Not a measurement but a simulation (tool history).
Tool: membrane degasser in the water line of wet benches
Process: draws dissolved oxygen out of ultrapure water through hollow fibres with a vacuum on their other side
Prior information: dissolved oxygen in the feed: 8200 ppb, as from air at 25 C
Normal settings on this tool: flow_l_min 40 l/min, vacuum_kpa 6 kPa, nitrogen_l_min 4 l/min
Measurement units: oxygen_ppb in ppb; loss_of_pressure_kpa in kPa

run,hour,flow_l_min,vacuum_kpa,nitrogen_l_min,oxygen_ppb,loss_of_pressure_kpa
1,0,40,6,4,105.3,32.94
2,227.2,40,6,4,105.8,33.03
3,412.4,40,6,4,103.5,32.92
4,542.9,40,6,4,104.7,33.02
5,670.2,40,12.94,4,262,33.24
6,901.6,40,12.94,4,266,32.83
7,1070.6,40,12.94,4,261.2,33.16
8,1200.4,40,12.94,4,264.1,32.84
# hour 1234.3: vacuum gauge calibrated
9,1407.6,40,6,4,99.2,33.27
10,1610.5,40,6,4,99.6,33.21
11,1729.6,40,6.32,4,107.4,33.26
12,1964.5,60,6,4,177.5,49.55
13,2147.5,60,6,4,179.3,49.84

Run 14, settings as shown, results not yet in. Your forecast:
14,2313.5,60,6,4,?,?

{"run 14": {"oxygen_ppb": 177.6, "loss_of_pressure_kpa": 49.96}}
Without the tool's hidden state the same run would have given oxygen_ppb 164.7 ppb, loss_of_pressure_kpa 48.35 kPa.

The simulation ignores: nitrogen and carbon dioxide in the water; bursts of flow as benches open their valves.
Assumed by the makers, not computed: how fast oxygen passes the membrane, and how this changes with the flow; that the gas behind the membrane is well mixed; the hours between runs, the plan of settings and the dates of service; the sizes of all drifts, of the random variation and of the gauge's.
